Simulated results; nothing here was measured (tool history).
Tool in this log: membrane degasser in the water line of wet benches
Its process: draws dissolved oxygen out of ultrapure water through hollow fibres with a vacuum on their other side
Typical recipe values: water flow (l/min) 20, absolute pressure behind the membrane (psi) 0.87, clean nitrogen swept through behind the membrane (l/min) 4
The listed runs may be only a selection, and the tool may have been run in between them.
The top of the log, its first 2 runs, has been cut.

run	day	water flow (l/min)	absolute pressure behind the membrane (psi)	clean nitrogen swept through behind the membrane (l/min)	hours since the membrane was changed	hours since the vacuum gauge was calibrated	hours since the vacuum lines were made tight	dissolved oxygen in the water behind the degasser (ppb)	pressure that the water loses in the fibres (psi)
# day 5.079: vacuum gauge calibrated
3	8.317	29	0.87	4	3311	78	9165	446.8	10.125
4	10.8	29	0.87	4	3371	137	9224	453.2	10.169
5	16.362	29	0.576	4	3504	271	9358	429	10.095
6	19.104	29	0.576	4	3570	337	9424	427.5	10.154
7	22.842	20	0.87	4	3660	426	9513	193.8	6.963
8	26.092	20	0.87	4	3738	504	9591	194.8	6.973
9	29.638	20	0.87	4	3823	589	9676	192.1	6.931
10	33.35	16	0.87	4	3912	679	9765	108	5.552
11	36.325	16	0.87	4	3983	750	9837	106.3	5.535
12	41.571	16	0.87	4	4109	876	9963	106.3	5.598
13	46.829	16	0.87	4	4236	1002	10089	106.2	5.523
14	52.029	20	0.87	4	4360	1127	10214	193.7	6.959
15	56.158	20	0.87	4	4460	1226	10313	193.9	6.885
16	59.425	20	0.87	4	4538	1304	10391	189.4	6.907

What does the tool deliver on the next run?
17	65.042	20	0.87	4	4673	1439	10526	?	?

dissolved oxygen in the water behind the degasser (ppb): 191.3
pressure that the water loses in the fibres (psi): 6.854
The same run, on a tool lacking any hidden state, would have yielded dissolved oxygen in the water behind the degasser (ppb) 191, pressure that the water loses in the fibres (psi) 6.934.

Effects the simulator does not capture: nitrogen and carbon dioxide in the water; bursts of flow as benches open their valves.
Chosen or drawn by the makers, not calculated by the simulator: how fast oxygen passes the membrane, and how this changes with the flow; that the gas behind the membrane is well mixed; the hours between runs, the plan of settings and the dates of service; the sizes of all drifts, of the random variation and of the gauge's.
